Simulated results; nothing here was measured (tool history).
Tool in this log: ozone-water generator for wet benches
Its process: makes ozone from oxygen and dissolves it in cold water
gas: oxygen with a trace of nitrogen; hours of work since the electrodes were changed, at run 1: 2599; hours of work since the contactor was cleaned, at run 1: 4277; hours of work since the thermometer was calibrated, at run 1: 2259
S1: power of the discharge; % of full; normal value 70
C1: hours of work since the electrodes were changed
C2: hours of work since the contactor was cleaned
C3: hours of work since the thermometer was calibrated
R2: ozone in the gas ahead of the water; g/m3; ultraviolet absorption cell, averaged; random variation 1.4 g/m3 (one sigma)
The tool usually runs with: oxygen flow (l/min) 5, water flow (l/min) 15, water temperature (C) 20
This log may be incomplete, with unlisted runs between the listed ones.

{"run": 1, "hour": 0.0, "S1": 70, "oxygen flow (l/min)": 5, "water flow (l/min)": 15, "water temperature (C)": 20, "C1": 2599, "C2": 4277, "C3": 2259, "dissolved ozone (ppm)": 34.7, "R2": 263.5}
{"run": 2, "hour": 95.5, "S1": 49, "oxygen flow (l/min)": 5, "water flow (l/min)": 15, "water temperature (C)": 20, "C1": 2660, "C2": 4338, "C3": 2320, "dissolved ozone (ppm)": 26.5, "R2": 202.4}
{"run": 3, "hour": 240.5, "S1": 49, "oxygen flow (l/min)": 5, "water flow (l/min)": 15, "water temperature (C)": 20, "C1": 2753, "C2": 4431, "C3": 2413, "dissolved ozone (ppm)": 26.3, "R2": 201}
{"run": 4, "hour": 362.0, "S1": 49, "oxygen flow (l/min)": 5, "water flow (l/min)": 15, "water temperature (C)": 20, "C1": 2831, "C2": 4509, "C3": 2491, "dissolved ozone (ppm)": 26.6, "R2": 199.6}
{"run": 5, "hour": 537.0, "S1": 49, "oxygen flow (l/min)": 5, "water flow (l/min)": 15, "water temperature (C)": 20, "C1": 2943, "C2": 4621, "C3": 2604, "dissolved ozone (ppm)": 26.7, "R2": 199}
{"run": 6, "hour": 658.4, "S1": 49, "oxygen flow (l/min)": 5, "water flow (l/min)": 15, "water temperature (C)": 20, "C1": 3021, "C2": 4699, "C3": 2682, "dissolved ozone (ppm)": 26.3, "R2": 201.7}
{"run": 7, "hour": 766.0, "S1": 70, "oxygen flow (l/min)": 5, "water flow (l/min)": 15, "water temperature (C)": 20, "C1": 3090, "C2": 4768, "C3": 2751, "dissolved ozone (ppm)": 34.9, "R2": 262.1}
{"run": 8, "hour": 873.7, "S1": 70, "oxygen flow (l/min)": 5, "water flow (l/min)": 15, "water temperature (C)": 20, "C1": 3160, "C2": 4838, "C3": 2820, "dissolved ozone (ppm)": 34.7, "R2": 261.3}
{"run": 9, "hour": 1028.7, "S1": 70, "oxygen flow (l/min)": 5, "water flow (l/min)": 15, "water temperature (C)": 20, "C1": 3259, "C2": 4937, "C3": 2920, "dissolved ozone (ppm)": 34.5, "R2": 264.7}
{"run": 10, "hour": 1204.6, "S1": 70, "oxygen flow (l/min)": 5, "water flow (l/min)": 15, "water temperature (C)": 20, "C1": 3372, "C2": 5050, "C3": 3032, "dissolved ozone (ppm)": 34.4, "R2": 261.3}
{"run": 11, "hour": 1311.3, "S1": 70, "oxygen flow (l/min)": 3.42, "water flow (l/min)": 15, "water temperature (C)": 20, "C1": 3441, "C2": 5119, "C3": 3101, "dissolved ozone (ppm)": 35.1, "R2": 325.7}
{"run": 12, "hour": 1388.6, "S1": 70, "oxygen flow (l/min)": 5, "water flow (l/min)": 15, "water temperature (C)": 28, "C1": 3490, "C2": 5168, "C3": 3151, "dissolved ozone (ppm)": 29.9, "R2": 263.9}
{"run": 13, "hour": 1559.3, "S1": 70, "oxygen flow (l/min)": 5, "water flow (l/min)": 15, "water temperature (C)": 28, "C1": 3600, "C2": 5278, "C3": 3260, "dissolved ozone (ppm)": 30.1, "R2": 263.3}
{"run": 14, "hour": 1686.4, "S1": 84, "oxygen flow (l/min)": 5, "water flow (l/min)": 17, "water temperature (C)": 28, "C1": 3681, "C2": 5359, "C3": 3342, "dissolved ozone (ppm)": 31.5, "R2": 303.4}
{"run": 15, "hour": 1788.8, "S1": 46, "oxygen flow (l/min)": 6.58, "water flow (l/min)": 17, "water temperature (C)": 28, "C1": 3747, "C2": 5425, "C3": 3408, "dissolved ozone (ppm)": 19.6, "R2": 164.7}
{"run": 16, "hour": 1883.2, "S1": 66, "oxygen flow (l/min)": 6.58, "water flow (l/min)": 17, "water temperature (C)": 25, "C1": 3808, "C2": 5486, "C3": 3468, "dissolved ozone (ppm)": 26.8, "R2": 214.1}
{"run": 17, "hour": 2043.5, "S1": 70, "oxygen flow (l/min)": 5, "water flow (l/min)": 15, "water temperature (C)": 13, "C1": 3911, "C2": 5589, "C3": 3571, "dissolved ozone (ppm)": 38.1, "R2": 262.1}
{"run": 18, "hour": 2225.8, "S1": 70, "oxygen flow (l/min)": 8.62, "water flow (l/min)": 9, "water temperature (C)": 14, "C1": 4028, "C2": 5706, "C3": 3688, "dissolved ozone (ppm)": 46.2, "R2": 194.1}
{"run": 19, "hour": 2310.4, "S1": 70, "oxygen flow (l/min)": 8.62, "water flow (l/min)": 13, "water temperature (C)": 13, "C1": 4082, "C2": 5760, "C3": 3743, "dissolved ozone (ppm)": 39.7, "R2": 192.5}
{"run": 20, "hour": 2493.9, "S1": 70, "oxygen flow (l/min)": 8.62, "water flow (l/min)": 13, "water temperature (C)": 13, "C1": 4200, "C2": 5878, "C3": 3860, "dissolved ozone (ppm)": 39.7, "R2": 193.4}
{"run": 21, "hour": 2611.6, "S1": 70, "oxygen flow (l/min)": 8.62, "water flow (l/min)": 13, "water temperature (C)": 13, "C1": 4275, "C2": 5954, "C3": 3936, "dissolved ozone (ppm)": 39.6, "R2": 194.2}
{"run": 22, "hour": 2781.8, "S1": 44, "oxygen flow (l/min)": 3.76, "water flow (l/min)": 9, "water temperature (C)": 13, "C1": 4385, "C2": 6063, "C3": 4045, "dissolved ozone (ppm)": 39.1, "R2": 219.3}
{"run": 23, "hour": 2879.1, "S1": 74, "oxygen flow (l/min)": 3.76, "water flow (l/min)": 16, "water temperature (C)": 13, "C1": 4447, "C2": 6125, "C3": 4108, "dissolved ozone (ppm)": 37.9, "R2": 321.5}
{"run": 24, "hour": 2992.6, "S1": 74, "oxygen flow (l/min)": 5.31, "water flow (l/min)": 16, "water temperature (C)": 13, "C1": 4520, "C2": 6198, "C3": 4181, "dissolved ozone (ppm)": 38.2, "R2": 262.4}
{"hour": 3007.5, "done": "contactor cleaned"}
{"run": 25, "hour": 3114.8, "S1": 74, "oxygen flow (l/min)": 5.31, "water flow (l/min)": 16, "water temperature (C)": 13, "C1": 4596, "C2": 69, "C3": 4256, "dissolved ozone (ppm)": 38.5, "R2": 263.6}
{"run": 26, "hour": 3196.5, "S1": 54, "oxygen flow (l/min)": 5.94, "water flow (l/min)": 16, "water temperature (C)": 13, "C1": 4648, "C2": 121, "C3": 4309, "dissolved ozone (ppm)": 30.4, "R2": 195.5}

Each row is a separate what-if for the run after 26, all from the same tool condition, not one after another. Results?
{"run": "A", "hour": 3336.6, "S1": 47, "oxygen flow (l/min)": 5.94, "water flow (l/min)": 17, "water temperature (C)": 16, "C1": 4738, "C2": 211, "C3": 4399, "dissolved ozone (ppm)": "?", "R2": "?"}
{"run": "B", "hour": 3336.6, "S1": 70, "oxygen flow (l/min)": 5, "water flow (l/min)": 11, "water temperature (C)": 20, "C1": 4738, "C2": 211, "C3": 4399, "dissolved ozone (ppm)": "?", "R2": "?"}
{"run": "C", "hour": 3336.6, "S1": 70, "oxygen flow (l/min)": 7.14, "water flow (l/min)": 14, "water temperature (C)": 20, "C1": 4738, "C2": 211, "C3": 4399, "dissolved ozone (ppm)": "?", "R2": "?"}

run=A dissolved_ozone_(ppm)=25 R2=178.7
run=B dissolved_ozone_(ppm)=42.3 R2=264.1
run=C dissolved_ozone_(ppm)=34.2 R2=213.7
What these runs would have given with no unlogged condition in the tool:
run=A dissolved_ozone_(ppm)=25 R2=178.8
run=B dissolved_ozone_(ppm)=42.3 R2=264.2
run=C dissolved_ozone_(ppm)=34.2 R2=213.8

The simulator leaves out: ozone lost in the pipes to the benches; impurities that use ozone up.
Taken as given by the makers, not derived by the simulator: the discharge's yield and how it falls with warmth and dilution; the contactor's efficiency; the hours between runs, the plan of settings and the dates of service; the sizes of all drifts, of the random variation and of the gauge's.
